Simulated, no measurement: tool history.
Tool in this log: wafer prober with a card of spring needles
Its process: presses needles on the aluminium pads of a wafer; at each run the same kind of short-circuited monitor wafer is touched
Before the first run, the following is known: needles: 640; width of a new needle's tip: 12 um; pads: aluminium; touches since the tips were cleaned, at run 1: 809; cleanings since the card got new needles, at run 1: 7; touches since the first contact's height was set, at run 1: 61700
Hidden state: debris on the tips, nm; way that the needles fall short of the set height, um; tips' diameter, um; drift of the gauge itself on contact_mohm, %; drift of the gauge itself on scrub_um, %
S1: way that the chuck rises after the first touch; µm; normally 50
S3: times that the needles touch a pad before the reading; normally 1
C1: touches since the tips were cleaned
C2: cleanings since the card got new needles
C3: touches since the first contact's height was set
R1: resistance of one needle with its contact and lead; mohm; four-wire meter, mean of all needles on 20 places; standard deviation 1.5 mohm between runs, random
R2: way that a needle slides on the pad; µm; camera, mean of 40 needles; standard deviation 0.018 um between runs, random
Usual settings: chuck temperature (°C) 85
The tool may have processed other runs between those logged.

run 1 hour=0 | S1=50 chuck_temperature_(°C)=85 S3=1 | C1=809 C2=7 C3=61700 | R1=143 R2=12.42
-- hour=19.5 tips cleaned on abrasive film
run 2 hour=19.5 | S1=50 chuck_temperature_(°C)=85 S3=1 | C1=0 C2=8 C3=68471 | R1=144 R2=12.38
-- hour=42.4 tips cleaned on abrasive film
run 3 hour=47.6 | S1=50 chuck_temperature_(°C)=85 S3=1 | C1=1822 C2=9 C3=78274 | R1=143 R2=12.39
-- hour=53.1 height of the first contact set anew
-- hour=64.1 tips cleaned on abrasive film
run 4 hour=73.7 | S1=50 chuck_temperature_(°C)=85 S3=1 | C1=3361 C2=10 C3=7171 | R1=144 R2=12.39
-- hour=86.6 tips cleaned on abrasive film
run 5 hour=93.2 | S1=66 chuck_temperature_(°C)=85 S3=1 | C1=2312 C2=11 C3=13939 | R1=140 R2=16.35
-- hour=107.8 tips cleaned on abrasive film
run 6 hour=107.8 | S1=66 chuck_temperature_(°C)=85 S3=1 | C1=0 C2=12 C3=19010 | R1=140 R2=16.36
-- hour=129.1 tips cleaned on abrasive film
run 7 hour=134 | S1=66 chuck_temperature_(°C)=85 S3=1 | C1=1712 C2=13 C3=28149 | R1=143 R2=16.3
-- hour=150.7 tips cleaned on abrasive film
run 8 hour=154.8 | S1=50 chuck_temperature_(°C)=85 S3=1 | C1=1456 C2=14 C3=35391 | R1=140 R2=12.36
-- hour=172.7 tips cleaned on abrasive film
run 9 hour=182.8 | S1=50 chuck_temperature_(°C)=85 S3=1 | C1=3557 C2=15 C3=45154 | R1=145 R2=12.37
-- hour=194.3 tips cleaned on abrasive film
run 10 hour=205.8 | S1=50 chuck_temperature_(°C)=85 S3=1 | C1=3994 C2=16 C3=53135 | R1=145 R2=12.37
-- hour=215.9 tips cleaned on abrasive film
run 11 hour=229.5 | S1=50 chuck_temperature_(°C)=85 S3=1 | C1=4753 C2=17 C3=61386 | R1=146 R2=12.37
-- hour=237 tips cleaned on abrasive film
run 12 hour=257.7 | S1=50 chuck_temperature_(°C)=29 S3=1 | C1=7237 C2=18 C3=71213 | R1=134 R2=12.35
-- hour=260 tips cleaned on abrasive film
run 13 hour=271.8 | S1=33 chuck_temperature_(°C)=85 S3=1 | C1=4141 C2=19 C3=76117 | R1=152 R2=8.18
-- hour=281.9 tips cleaned on abrasive film
-- hour=283.4 height of the first contact set anew
run 14 hour=291.9 | S1=33 chuck_temperature_(°C)=85 S3=1 | C1=3400 C2=20 C3=2972 | R1=154 R2=8.13
-- hour=305.5 tips cleaned on abrasive film
run 15 hour=319.5 | S1=60 chuck_temperature_(°C)=85 S3=1 | C1=4921 C2=21 C3=12595 | R1=140 R2=14.81
-- hour=327.5 tips cleaned on abrasive film
run 16 hour=346.6 | S1=60 chuck_temperature_(°C)=85 S3=1 | C1=6662 C2=22 C3=22017 | R1=138 R2=14.79
-- hour=349 tips cleaned on abrasive film
run 17 hour=361.6 | S1=50 chuck_temperature_(°C)=85 S3=1 | C1=4408 C2=23 C3=27252 | R1=143 R2=12.31
-- hour=371.2 tips cleaned on abrasive film
run 18 hour=384.2 | S1=52 chuck_temperature_(°C)=51 S3=1 | C1=4560 C2=24 C3=35114 | R1=136 R2=12.79
-- hour=393.9 tips cleaned on abrasive film
run 19 hour=408.7 | S1=45 chuck_temperature_(°C)=52 S3=1 | C1=5204 C2=25 C3=43648 | R1=140 R2=11.09
-- hour=416.3 tips cleaned on abrasive film
run 20 hour=430 | S1=47 chuck_temperature_(°C)=121 S3=1 | C1=4800 C2=26 C3=51041 | R1=153 R2=11.59
-- hour=438.7 tips cleaned on abrasive film
run 21 hour=442 | S1=47 chuck_temperature_(°C)=121 S3=1 | C1=1165 C2=27 C3=55218 | R1=151 R2=11.59
-- hour=461 tips cleaned on abrasive film
run 22 hour=461 | S1=32 chuck_temperature_(°C)=75 S3=2 | C1=8 C2=28 C3=61819 | R1=156 R2=7.89
run 23 hour=480.7 | S1=31 chuck_temperature_(°C)=122 S3=3 | C1=6904 C2=28 C3=68715 | R1=164 R2=7.62
-- hour=482.3 tips cleaned on abrasive film
run 24 hour=496.7 | S1=31 chuck_temperature_(°C)=25 S3=2 | C1=5037 C2=29 C3=74277 | R1=144 R2=7.64
-- hour=503.9 tips cleaned on abrasive film
run 25 hour=511.5 | S1=31 chuck_temperature_(°C)=25 S3=2 | C1=2656 C2=30 C3=79412 | R1=141 R2=7.61
-- hour=513.5 height of the first contact set anew
-- hour=526.4 tips cleaned on abrasive film
run 26 hour=537.6 | S1=57 chuck_temperature_(°C)=25 S3=1 | C1=3912 C2=31 C3=8395 | R1=131 R2=14.04
-- hour=548.8 tips cleaned on abrasive film
run 27 hour=564.4 | S1=57 chuck_temperature_(°C)=25 S3=1 | C1=5463 C2=32 C3=17737 | R1=129 R2=14.02
-- hour=571.4 tips cleaned on abrasive film
run 28 hour=579.6 | S1=57 chuck_temperature_(°C)=25 S3=1 | C1=2847 C2=33 C3=23010 | R1=134 R2=14
-- hour=594.6 tips cleaned on abrasive film
run 29 hour=599.1 | S1=54 chuck_temperature_(°C)=29 S3=1 | C1=1580 C2=34 C3=29801 | R1=131 R2=13.25
-- hour=615.8 tips cleaned on abrasive film
run 30 hour=622.9 | S1=50 chuck_temperature_(°C)=85 S3=1 | C1=2466 C2=35 C3=38090 | R1=144 R2=12.25
-- hour=638.4 tips cleaned on abrasive film
-- hour=644.6 gauge calibrated
run 31 hour=650.8 | S1=60 chuck_temperature_(°C)=85 S3=1 | C1=4325 C2=36 C3=47801 | R1=141 R2=14.88
-- hour=659.7 tips cleaned on abrasive film
run 32 hour=668.4 | S1=32 chuck_temperature_(°C)=27 S3=1 | C1=3050 C2=37 C3=53933 | R1=141 R2=7.93
-- hour=681.3 tips cleaned on abrasive film
run 33 hour=693.5 | S1=32 chuck_temperature_(°C)=27 S3=1 | C1=4259 C2=38 C3=62671 | R1=141 R2=7.92

The same runs without the tool's hidden state, with the same run-to-run variation:
run=1 R2=12.42
run=2 R2=12.39
run=3 R2=12.4
run=4 R2=12.4
run=5 R2=16.38
run=6 R2=16.39
run=7 R2=16.34
run=8 R2=12.4
run=9 R2=12.41
run=10 R2=12.41
run=11 R2=12.42
run=12 R2=12.41
run=13 R2=8.22
run=14 R2=8.17
run=15 R2=14.9
run=16 R2=14.88
run=17 R2=12.39
run=18 R2=12.88
run=19 R2=11.17
run=20 R2=11.68
run=21 R2=11.68
run=22 R2=7.96
run=23 R2=7.69
run=24 R2=7.71
run=25 R2=7.68
run=26 R2=14.17
run=27 R2=14.16
run=28 R2=14.15
run=29 R2=13.39
run=30 R2=12.39
run=31 R2=14.88
run=32 R2=7.93
run=33 R2=7.93
R1: differs from the measured result by no more than 1 mohm in any run.
